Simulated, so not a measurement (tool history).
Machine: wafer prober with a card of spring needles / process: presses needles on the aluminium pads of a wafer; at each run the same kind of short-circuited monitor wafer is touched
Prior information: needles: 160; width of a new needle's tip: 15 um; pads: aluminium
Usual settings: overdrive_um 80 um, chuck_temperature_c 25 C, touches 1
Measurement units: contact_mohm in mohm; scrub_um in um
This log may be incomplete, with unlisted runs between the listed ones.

run	hour	overdrive_um	chuck_temperature_c	touches	contact_mohm	scrub_um
1	0.0	80	25	1	213	11.937
# hour 1.9: tips cleaned on abrasive film
# hour 5.0: height of the first contact set anew
# hour 17.9: tips cleaned on abrasive film
2	17.9	80	25	1	199	12.015
3	31.7	71	25	1	215	10.663
# hour 34.3: tips cleaned on abrasive film
# hour 39.7: tips cleaned on abrasive film, once more
4	42.6	71	25	1	209	10.632
# hour 55.0: tips cleaned on abrasive film
5	55.1	71	25	1	199	10.641
6	66.8	80	25	1	211	11.984
# hour 70.5: tips cleaned on abrasive film
7	76.6	76	25	1	208	11.376
8	85.0	76	25	1	216	11.381
# hour 86.2: tips cleaned on abrasive film
# hour 101.6: tips cleaned on abrasive film
9	102.5	76	25	1	200	11.363
# hour 118.3: tips cleaned on abrasive film
10	120.4	61	122	1	227	9.107
# hour 133.8: tips cleaned on abrasive film
11	139.9	97	62	1	211	14.491
# hour 149.6: tips cleaned on abrasive film
12	151.8	97	62	1	208	14.488
# hour 165.6: tips cleaned on abrasive film
13	171.5	62	64	1	220	9.220

Hidden state or all else? Some run-to-run changes of contact_mohm, split into what the settings, what came in and random variation would give without the hidden state, and what is left for the hidden state (with any gauge scatter that isn't in both results):
Hidden state present: debris on the tips, nm; way that the needles fall short of the set height, um; tips' diameter, um; drift of the gauge itself on contact_mohm, %; drift of the gauge itself on scrub_um, %.
Run 2 -> 3: overdrive_um 80 -> 71. contact_mohm +16 mohm: hidden state +16, all else +0.
Run 9 -> 10: overdrive_um 76 -> 61, chuck_temperature_c 25 -> 122, tips cleaned on abrasive film. contact_mohm +27 mohm: hidden state +4, all else +23.
